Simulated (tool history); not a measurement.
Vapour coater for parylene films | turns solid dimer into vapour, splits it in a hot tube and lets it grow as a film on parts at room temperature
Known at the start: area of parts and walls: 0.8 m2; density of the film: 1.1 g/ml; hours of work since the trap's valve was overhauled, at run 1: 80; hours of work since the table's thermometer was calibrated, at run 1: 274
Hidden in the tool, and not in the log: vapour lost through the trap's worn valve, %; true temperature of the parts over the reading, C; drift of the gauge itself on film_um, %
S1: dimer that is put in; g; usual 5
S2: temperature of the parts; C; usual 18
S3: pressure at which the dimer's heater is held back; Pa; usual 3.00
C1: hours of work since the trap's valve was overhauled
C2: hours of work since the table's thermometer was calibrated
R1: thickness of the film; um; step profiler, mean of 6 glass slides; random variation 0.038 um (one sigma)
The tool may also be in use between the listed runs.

run	hour	S1	S2	S3	C1	C2	R1
1	0.0	5	18	3.00	80	274	4.11
2	31.5	9	18	3.00	106	300	7.24
3	72.5	9	18	3.00	140	334	7.20
4	110.2	9	18	3.00	172	366	7.13
5	154.0	9	18	3.00	208	402	7.07
6	178.9	9	18	3.00	229	423	7.01
7	213.5	9	18	3.00	258	452	6.96
# hour 241.4: trap's valve overhauled
8	241.4	9	18	3.00	0	471	7.22
9	266.9	9	18	3.45	21	493	7.21
10	308.5	9	18	2.05	56	527	7.72
11	354.5	5	18	3.00	94	566	4.00
12	391.4	3	18	3.00	125	596	2.40
13	436.7	2	18	3.00	162	634	1.55
14	477.8	5	18	3.00	197	668	3.87
15	527.3	5	18	3.00	238	709	3.82
16	558.2	5	18	3.00	264	735	3.79
# hour 579.7: trap's valve overhauled
17	602.4	5	14	3.00	19	768	4.79
18	643.9	4	18	3.00	53	803	3.25
19	673.6	4	18	3.00	78	828	3.16
20	717.6	4	18	3.00	115	864	3.15
21	745.0	4	20	3.00	137	887	2.91
22	793.7	4	20	3.00	178	928	2.87
23	835.7	4	20	3.00	213	962	2.83
24	860.9	4	20	3.00	234	983	2.76
25	890.8	4	20	3.00	259	1008	2.82
# hour 916.4: trap's valve overhauled
26	918.7	6	18	2.10	2	1028	5.10
27	953.6	7	22	8.84	31	1057	4.06
# hour 959.3: table's thermometer calibrated
28	984.8	7	22	8.84	56	21	3.94
29	1005.4	7	22	8.84	73	38	3.90
30	1032.7	5	18	3.21	96	61	3.75
31	1070.7	5	18	3.21	128	93	3.77
32	1107.0	7	18	2.80	158	123	5.31
33	1132.7	5	23	5.66	179	144	2.77
34	1176.4	6	12	2.07	215	181	5.91
35	1202.3	6	26	9.50	237	202	2.75
# hour 1224.5: table's thermometer calibrated, once more
36	1243.6	7	14	3.00	271	16	6.50
# hour 1256.2: trap's valve overhauled
37	1282.3	5	22	2.79	22	45	3.62
38	1304.7	4	16	3.00	40	63	3.57
39	1341.1	5	12	11.71	71	94	4.31
40	1391.6	5	20	2.17	113	136	3.92
41	1418.0	5	20	2.17	135	158	3.87
42	1448.1	4	21	3.00	160	183	2.77
43	1477.7	5	21	2.52	184	207	3.58
44	1500.2	4	21	4.59	203	226	2.64
45	1527.3	4	21	9.28	226	249	2.39
46	1574.2	6	22	3.00	265	288	3.94
# hour 1595.3: trap's valve overhauled
47	1604.0	6	22	3.00	7	309	4.23

Forecast each of these 4 alternatives for the next run:
A	1653.0	9	16	3.88	48	350	?
B	1653.0	6	22	3.74	48	350	?
C	1653.0	5	18	10.32	48	350	?
D	1653.0	5	13	3.00	48	350	?

run	R1
A	7.65
B	4.10
C	3.43
D	4.98
Without the tool's hidden state the same runs would have given:
run	R1
A	7.88
B	4.22
C	3.53
D	5.14

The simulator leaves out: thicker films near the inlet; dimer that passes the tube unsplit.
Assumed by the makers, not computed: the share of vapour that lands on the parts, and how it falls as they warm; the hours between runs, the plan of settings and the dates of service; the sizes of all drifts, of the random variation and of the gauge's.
